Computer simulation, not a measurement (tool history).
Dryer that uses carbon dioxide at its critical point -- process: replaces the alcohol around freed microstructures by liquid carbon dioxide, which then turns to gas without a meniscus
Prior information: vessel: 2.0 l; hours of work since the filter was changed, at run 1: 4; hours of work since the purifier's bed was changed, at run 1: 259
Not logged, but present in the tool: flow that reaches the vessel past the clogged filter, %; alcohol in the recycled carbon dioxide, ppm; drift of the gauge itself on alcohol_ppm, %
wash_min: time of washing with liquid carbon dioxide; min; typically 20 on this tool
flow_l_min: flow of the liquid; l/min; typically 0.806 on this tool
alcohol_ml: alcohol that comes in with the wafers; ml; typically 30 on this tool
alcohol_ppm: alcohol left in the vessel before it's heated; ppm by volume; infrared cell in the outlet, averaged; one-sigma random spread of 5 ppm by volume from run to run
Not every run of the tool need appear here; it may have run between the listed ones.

run,hour,wash_min,flow_l_min,alcohol_ml,hours of work since the filter was changed,hours of work since the purifier's bed was changed,alcohol_ppm
1,0,20,0.806,30,4,259,25
2,38.9,20,0.806,52,19,275,44
3,84.7,20,0.806,52,37,293,53
4,124,20,0.806,52,53,309,41
5,157.3,20,0.769,30,66,322,37
6,190.4,20,0.769,30,79,335,38
7,214.6,20,0.806,30,89,345,38
8,242.4,20,0.512,30,100,356,252
9,264.1,20,0.512,30,109,364,245
10,304.1,20,0.512,30,124,380,260
11,333.5,20,0.512,30,136,392,252
12,381.2,12,0.806,30,155,411,341
13,421.4,20,0.806,30,171,427,50
14,451.3,20,0.806,30,183,439,48
15,496.2,20,0.806,30,201,456,54
16,525.2,20,0.806,30,212,468,52
17,561.1,20,0.806,30,227,482,57
18,587.3,20,0.806,42,237,493,67
19,612.8,20,0.806,42,247,503,75
20,634.8,20,0.806,30,256,511,61
21,674.9,12,0.806,30,272,527,423
# hour 718.9: inlet filter changed
22,721.7,20,0.806,54,1,546,53
23,750.6,20,0.806,54,13,557,52
24,775.1,20,0.806,54,22,567,62
25,804.5,18,0.806,55,34,579,88
26,839.1,18,0.806,55,48,592,96
27,874.4,18,0.806,55,62,606,90
28,899.6,19,0.626,38,72,616,167
29,925.6,19,0.518,32,82,627,297
30,972.6,15,0.89,28,101,645,97
31,1019.8,15,0.749,28,120,664,182
32,1053.7,20,0.891,108,133,678,73
33,1100.9,17,0.764,30,152,696,118
34,1134.7,28,1.101,30,165,710,39
35,1175.1,28,1.101,30,181,726,34
36,1202.9,28,0.943,20,192,737,33
37,1227.8,21,0.806,49,202,747,68
38,1260.3,13,0.806,33,215,760,337
39,1297.1,19,0.597,30,230,774,225
40,1322.9,19,0.597,30,240,785,242
41,1365.6,19,0.597,30,257,801,227
42,1395,19,0.597,30,269,813,243
43,1434.6,12,0.934,30,284,829,263
# hour 1446.1: inlet filter changed
44,1478.5,28,0.505,30,13,846,71
45,1512,31,1.039,54,26,859,25
46,1556.6,21,0.69,112,44,877,163
47,1580.1,23,0.806,57,53,886,53

Forecast each of these 4 alternatives for the next run:
A,1609.6,23,0.806,107,65,898,?
B,1609.6,12,0.58,32,65,898,?
C,1609.6,27,0.844,30,65,898,?
D,1609.6,16,0.806,35,65,898,?

run,alcohol_ppm
A,59
B,917
C,32
D,121
Without the tool's unlogged condition, the same runs would have read:
run,alcohol_ppm
A,22
B,818
C,1
D,76
